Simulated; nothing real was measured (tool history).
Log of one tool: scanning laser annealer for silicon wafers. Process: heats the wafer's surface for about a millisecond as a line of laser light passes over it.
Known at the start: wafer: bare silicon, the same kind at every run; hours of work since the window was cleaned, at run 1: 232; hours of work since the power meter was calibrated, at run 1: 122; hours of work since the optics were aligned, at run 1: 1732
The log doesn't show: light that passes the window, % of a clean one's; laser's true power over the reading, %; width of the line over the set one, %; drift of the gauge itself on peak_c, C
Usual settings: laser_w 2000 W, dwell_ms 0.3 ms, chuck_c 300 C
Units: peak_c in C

run,hour,laser_w,dwell_ms,chuck_c,hours of work since the window was cleaned,hours of work since the power meter was calibrated,hours of work since the optics were aligned,peak_c
1,0,2000,0.3,300,232,122,1732,997
2,6,2064,0.3,300,235,126,1735,1025
3,11.1,2000,0.3,300,237,128,1738,999
4,16.7,2000,0.3,300,240,131,1740,997
5,23.8,2000,0.251,300,244,135,1744,940
6,30.8,2000,0.333,300,247,138,1748,1031
7,38.9,2000,0.333,300,252,143,1752,1028
8,46.5,2000,0.3,300,256,146,1756,996
9,52.8,2000,0.3,300,259,150,1759,996
10,56.8,1980,0.3,300,261,152,1761,990
11,65,1980,0.3,300,265,156,1765,988
12,69.6,1980,0.3,300,267,158,1768,986
13,73.7,1818,0.3,300,270,160,1770,912
14,77.8,2176,0.3,300,272,163,1772,1073
15,85,2000,0.3,300,275,166,1776,994
16,92.5,2000,0.3,300,279,170,1780,995
17,100.5,1796,0.213,306,283,174,1784,817
18,105.8,1796,0.213,306,286,177,1786,820
19,110.5,2027,0.213,266,289,179,1789,861
20,116.3,2027,0.213,266,292,182,1792,865
21,123.7,2027,0.213,266,295,186,1796,864
22,128.3,1959,0.238,263,298,189,1798,864
23,135.1,1814,0.238,339,301,192,1802,886
24,142.1,2107,0.219,329,305,196,1805,966
25,146.8,1993,0.3,291,307,198,1808,979
26,152.6,2075,0.3,300,310,201,1811,1024
27,162.3,2075,0.279,283,315,206,1816,984
28,171.9,2075,0.279,283,320,211,1821,981
29,181.4,2189,0.3,307,325,216,1825,1081
30,187,1789,0.221,337,328,219,1828,854

4 ways to go on from here, each from the tool as it stands after run 30. What would each give?
A,194.8,1789,0.257,337,332,223,1832,?
B,194.8,1866,0.294,273,332,223,1832,?
C,194.8,1789,0.287,287,332,223,1832,?
D,194.8,1700,0.3,261,332,223,1832,?

run,peak_c
A,892
B,897
C,869
D,821
Without the tool's hidden state the same runs would have given:
run,peak_c
A,927
B,936
C,906
D,857
